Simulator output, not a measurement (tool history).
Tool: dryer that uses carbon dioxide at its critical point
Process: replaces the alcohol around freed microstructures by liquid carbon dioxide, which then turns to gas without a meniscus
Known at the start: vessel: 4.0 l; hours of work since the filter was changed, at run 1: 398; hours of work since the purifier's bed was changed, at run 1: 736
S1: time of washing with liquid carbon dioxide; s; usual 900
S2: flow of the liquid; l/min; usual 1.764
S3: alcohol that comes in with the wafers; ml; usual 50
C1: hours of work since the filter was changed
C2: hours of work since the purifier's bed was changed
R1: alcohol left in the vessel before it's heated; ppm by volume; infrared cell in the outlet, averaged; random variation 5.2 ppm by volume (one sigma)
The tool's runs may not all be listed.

run	hour	S1	S2	S3	C1	C2	R1
1	0.0	900	1.764	50	398	736	280
2	31.6	900	1.764	50	422	760	278
3	61.4	900	1.764	50	445	783	299
4	80.7	900	1.764	50	461	799	290
5	111.0	900	1.764	50	484	822	308
6	131.5	900	1.764	50	500	838	322
7	155.4	900	1.764	50	519	857	329
8	182.8	900	1.764	41	540	878	290
9	213.6	960	1.764	50	564	902	298
10	241.8	1020	1.764	50	586	924	265
# hour 258.9: inlet filter changed
11	266.7	900	1.764	50	6	943	258
12	288.9	900	1.190	50	23	960	619
13	310.3	900	1.764	50	40	977	281
14	340.6	900	1.764	50	64	1000	291
15	355.6	900	2.830	102	75	1012	202
16	384.5	780	2.500	102	98	1035	260
17	414.0	780	1.620	102	121	1058	756
18	435.8	1140	1.070	84	138	1075	712
19	463.4	900	1.764	107	159	1096	419
20	482.9	900	1.700	108	175	1111	484
21	501.9	780	1.700	65	190	1126	509
22	520.0	660	1.190	48	204	1140	1374
23	545.9	660	1.190	48	224	1161	1329
24	576.8	660	1.190	48	248	1185	1388
25	590.6	900	1.764	29	259	1195	295
26	612.2	900	1.120	41	276	1212	771
27	641.2	900	1.120	41	298	1235	761

The same runs without the tool's hidden state, with the same run-to-run variation:
The hidden state here: flow that reaches the vessel past the clogged filter, %; alcohol in the recycled carbon dioxide, ppm; drift of the gauge itself on alcohol_ppm, %.
run	R1
1	93
2	88
3	92
4	86
5	93
6	98
7	97
8	65
9	69
10	47
11	84
12	428
13	92
14	94
15	14
16	58
17	496
18	451
19	182
20	228
21	251
22	1030
23	981
24	1013
25	55
26	442
27	427

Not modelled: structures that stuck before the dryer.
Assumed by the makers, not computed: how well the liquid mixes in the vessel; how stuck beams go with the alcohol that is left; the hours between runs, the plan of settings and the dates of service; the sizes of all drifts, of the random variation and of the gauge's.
